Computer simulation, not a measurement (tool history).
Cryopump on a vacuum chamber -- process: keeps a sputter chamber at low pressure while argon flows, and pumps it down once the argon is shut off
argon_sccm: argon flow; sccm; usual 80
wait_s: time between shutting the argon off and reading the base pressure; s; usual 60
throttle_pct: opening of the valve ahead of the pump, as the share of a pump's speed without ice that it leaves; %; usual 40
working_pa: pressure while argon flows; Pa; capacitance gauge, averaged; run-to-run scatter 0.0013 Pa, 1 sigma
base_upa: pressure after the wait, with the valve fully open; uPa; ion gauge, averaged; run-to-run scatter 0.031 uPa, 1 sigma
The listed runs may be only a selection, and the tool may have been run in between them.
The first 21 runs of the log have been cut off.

run     day  argon_sccm  wait_s  throttle_pct  hours of work since the pump was warmed up and emptied  hours of work since the cold head was overhauled  hours of work since the chamber's fittings were tightened  working_pa  base_upa
 22  58.738          33      89            37                                                     731                                               731                                                        398      0.1515      1.41
 23  62.562          33      89            37                                                     778                                               778                                                        444      0.1531      1.44
 24  65.858          33      42            25                                                     818                                               818                                                        484      0.2186      2.49
 25  69.738          61     104            15                                                     865                                               865                                                        532      0.6556      1.32
 26  72.733          61     104            15                                                     902                                               902                                                        568      0.6622      1.36
 27  76.021          61     104            15                                                     942                                               942                                                        608      0.6611      1.41
 28  80.138          41     198            15                                                     992                                               992                                                        658      0.4445      1.08
 29  83.567          41     198            15                                                    1034                                              1034                                                        700      0.4480      1.11
     85.667  -- pump warmed up, emptied and cooled again
 30  87.908          41     198            15                                                      27                                              1084                                                        750      0.4196      0.87
 31  90.829          63      95            49                                                      63                                              1119                                                        786      0.1990      1.31
 32  93.233          80      51            40                                                      92                                              1149                                                        815      0.3127      2.09
 33  96.533          37     127            38                                                     132                                              1189                                                        855      0.1504      1.13

What if the next run were any one of these 3? Each begins from the tool's condition after run 33:
  A  99.700         157     127            38                                                     171                                              1227                                                        894           ?         ?
  B  99.700          33     111            38                                                     171                                              1227                                                        894           ?         ?
  C  99.700          80      60            47                                                     171                                              1227                                                        894           ?         ?

run  working_pa  base_upa
  A      0.6470      1.10
  B      0.1367      1.25
  C      0.2672      1.86
Without the tool's hidden state the same runs would have given:
run  working_pa  base_upa
  A      0.6304      0.84
  B      0.1333      0.98
  C      0.2588      1.59

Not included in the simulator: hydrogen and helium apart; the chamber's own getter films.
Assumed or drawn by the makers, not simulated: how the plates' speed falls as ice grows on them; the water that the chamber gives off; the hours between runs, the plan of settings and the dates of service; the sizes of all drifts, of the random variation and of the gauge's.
